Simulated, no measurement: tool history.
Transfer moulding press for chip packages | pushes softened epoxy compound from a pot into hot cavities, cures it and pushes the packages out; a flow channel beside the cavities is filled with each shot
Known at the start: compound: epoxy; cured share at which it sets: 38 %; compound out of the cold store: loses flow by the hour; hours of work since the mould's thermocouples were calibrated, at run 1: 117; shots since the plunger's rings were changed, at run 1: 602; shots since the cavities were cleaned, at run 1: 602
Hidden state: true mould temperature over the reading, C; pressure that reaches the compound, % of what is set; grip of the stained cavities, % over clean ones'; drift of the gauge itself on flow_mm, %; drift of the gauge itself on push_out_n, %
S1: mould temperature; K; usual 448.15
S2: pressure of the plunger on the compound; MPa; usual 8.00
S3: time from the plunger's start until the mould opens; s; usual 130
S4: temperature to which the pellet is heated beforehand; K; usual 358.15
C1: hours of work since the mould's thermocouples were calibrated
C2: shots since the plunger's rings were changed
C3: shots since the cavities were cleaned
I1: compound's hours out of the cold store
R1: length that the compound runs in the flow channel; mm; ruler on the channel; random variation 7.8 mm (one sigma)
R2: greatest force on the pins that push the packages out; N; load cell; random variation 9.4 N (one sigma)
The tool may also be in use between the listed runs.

run 1 hour=0.0 | S1=448.15 S2=8.00 S3=130 S4=358.15 | C1=117 C2=602 C3=602 | I1=42.7 | R1=887 R2=616
-- hour=34.6 cavities cleaned with cleaning compound and waxed
run 2 hour=41.1 | S1=448.15 S2=8.00 S3=130 S4=358.15 | C1=139 C2=912 C3=51 | I1=12.0 | R1=1009 R2=474
run 3 hour=58.5 | S1=448.15 S2=8.00 S3=130 S4=357.15 | C1=148 C2=1048 C3=187 | I1=31.9 | R1=944 R2=526
run 4 hour=77.5 | S1=448.15 S2=8.00 S3=130 S4=357.15 | C1=158 C2=1196 C3=335 | I1=29.0 | R1=941 R2=566
run 5 hour=107.8 | S1=448.15 S2=7.87 S3=130 S4=358.15 | C1=175 C2=1433 C3=572 | I1=21.3 | R1=970 R2=641
run 6 hour=133.7 | S1=448.15 S2=7.87 S3=130 S4=358.15 | C1=189 C2=1636 C3=775 | I1=34.3 | R1=908 R2=667
-- hour=148.5 cavities cleaned with cleaning compound and waxed
run 7 hour=168.5 | S1=448.15 S2=8.00 S3=130 S4=358.15 | C1=207 C2=1897 C3=157 | I1=38.9 | R1=903 R2=496
run 8 hour=204.2 | S1=448.15 S2=8.00 S3=130 S4=358.15 | C1=226 C2=2175 C3=435 | I1=38.3 | R1=894 R2=609
run 9 hour=228.1 | S1=448.15 S2=8.00 S3=130 S4=358.15 | C1=239 C2=2363 C3=623 | I1=29.8 | R1=923 R2=650
run 10 hour=255.3 | S1=448.15 S2=8.00 S3=130 S4=358.15 | C1=253 C2=2575 C3=835 | I1=14.9 | R1=987 R2=702
-- hour=259.2 cavities cleaned with cleaning compound and waxed
run 11 hour=297.5 | S1=448.15 S2=8.00 S3=130 S4=358.15 | C1=275 C2=2893 C3=299 | I1=22.1 | R1=947 R2=551
run 12 hour=336.5 | S1=448.15 S2=7.65 S3=130 S4=358.15 | C1=296 C2=3199 C3=605 | I1=20.2 | R1=922 R2=645
run 13 hour=362.1 | S1=448.15 S2=7.65 S3=130 S4=358.15 | C1=310 C2=3399 C3=805 | I1=32.1 | R1=873 R2=648
-- hour=370.9 cavities cleaned with cleaning compound and waxed
run 14 hour=404.6 | S1=448.15 S2=7.65 S3=130 S4=358.15 | C1=332 C2=3719 C3=263 | I1=23.3 | R1=894 R2=558
run 15 hour=439.8 | S1=448.15 S2=7.65 S3=130 S4=358.15 | C1=351 C2=3995 C3=539 | I1=26.2 | R1=876 R2=638
run 16 hour=456.6 | S1=448.15 S2=8.00 S3=130 S4=364.15 | C1=360 C2=4126 C3=670 | I1=41.2 | R1=847 R2=656
-- hour=482.5 cavities cleaned with cleaning compound and waxed
run 17 hour=484.8 | S1=452.15 S2=8.00 S3=130 S4=358.15 | C1=375 C2=4335 C3=18 | I1=22.7 | R1=906 R2=422
run 18 hour=509.6 | S1=448.15 S2=8.58 S3=130 S4=357.15 | C1=388 C2=4529 C3=212 | I1=36.8 | R1=891 R2=532
-- hour=515.1 mould's thermocouples calibrated
run 19 hour=529.4 | S1=445.15 S2=8.00 S3=114 S4=358.15 | C1=8 C2=4668 C3=351 | I1=23.1 | R1=934 R2=737
-- hour=534.9 plunger's sealing rings changed
run 20 hour=561.5 | S1=445.15 S2=8.00 S3=114 S4=358.15 | C1=24 C2=207 C3=582 | I1=16.1 | R1=1034 R2=829
run 21 hour=582.9 | S1=440.15 S2=8.16 S3=133 S4=354.15 | C1=35 C2=375 C3=750 | I1=14.1 | R1=1057 R2=882
-- hour=600.4 cavities cleaned with cleaning compound and waxed
run 22 hour=612.5 | S1=448.15 S2=7.46 S3=130 S4=367.15 | C1=50 C2=595 C3=95 | I1=8.2 | R1=1004 R2=488
run 23 hour=647.0 | S1=448.15 S2=7.46 S3=130 S4=367.15 | C1=69 C2=865 C3=365 | I1=18.5 | R1=957 R2=584
run 24 hour=675.6 | S1=448.15 S2=7.46 S3=130 S4=367.15 | C1=84 C2=1088 C3=588 | I1=45.0 | R1=847 R2=612
run 25 hour=708.7 | S1=448.15 S2=6.41 S3=140 S4=358.15 | C1=102 C2=1347 C3=847 | I1=12.5 | R1=897 R2=664

Run 26 comes next. What will it give?
-- hour=712.5 cavities cleaned with cleaning compound and waxed
run 26 hour=731.8 | S1=442.15 S2=8.00 S3=159 S4=358.15 | C1=114 C2=1516 C3=151 | I1=34.5 | R1=? R2=?

{"run 26": {"R1": 918, "R2": 504}}
Without the tool's hidden state the same run would have given R1 949 mm, R2 434 N.
